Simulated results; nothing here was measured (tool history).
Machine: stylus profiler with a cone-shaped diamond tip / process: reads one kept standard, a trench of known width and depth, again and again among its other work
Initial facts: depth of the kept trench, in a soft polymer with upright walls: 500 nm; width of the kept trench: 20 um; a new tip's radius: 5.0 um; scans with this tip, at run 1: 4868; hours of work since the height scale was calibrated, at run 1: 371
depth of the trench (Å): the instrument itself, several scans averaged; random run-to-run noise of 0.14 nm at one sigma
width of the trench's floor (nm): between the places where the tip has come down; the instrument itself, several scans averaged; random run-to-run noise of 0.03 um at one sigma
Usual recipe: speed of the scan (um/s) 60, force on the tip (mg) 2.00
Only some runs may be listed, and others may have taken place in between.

run	hour	speed of the scan (um/s)	force on the tip (mg)	scans with this tip	hours of work since the height scale was calibrated	depth of the trench (Å)	width of the trench's floor (nm)
1	0.0	60	2.00	4868	371	5041.7	14530
2	13.8	60	0.67	4999	381	5016.4	14320
3	29.5	60	2.00	5147	392	5035.9	14450
4	44.0	60	2.00	5285	403	5039.4	14450
5	59.7	24	2.00	5433	414	5037.5	14630
6	68.5	24	2.00	5516	421	5039.4	14610
7	76.2	24	2.00	5589	426	5037.9	14610
# hour 78.0: height scale calibrated on a step standard
8	92.7	60	2.00	5740	11	5039.5	14410
9	99.6	60	2.00	5805	16	5036.9	14460
10	114.6	75	0.71	5947	26	5015.3	14120
11	121.4	35	0.71	6011	31	5011.4	14410
12	131.5	177	1.94	6107	39	5034.3	13860
13	147.8	29	4.03	6261	50	5066.0	14430
14	163.9	16	3.30	6413	62	5055.5	14490
# hour 174.5: height scale calibrated on a step standard, once more
15	175.9	80	4.04	6523	1	5072.5	14260
16	183.5	33	2.43	6594	6	5053.5	14420
17	199.7	137	2.61	6747	18	5054.7	13960

Predict each of these 3 candidate next runs independently; none follows another, all start after run 17:
A	214.3	34	2.00	6885	29	?	?
B	214.3	60	2.37	6885	29	?	?
C	214.3	137	2.91	6885	29	?	?

run	depth of the trench (Å)	width of the trench's floor (nm)
A	5044.4	14320
B	5051.0	14250
C	5058.2	14000
Stripped of hidden state, with their random variation kept, the same runs would have yielded:
run	depth of the trench (Å)	width of the trench's floor (nm)
A	5044.8	15460
B	5051.4	15390
C	5058.6	15140
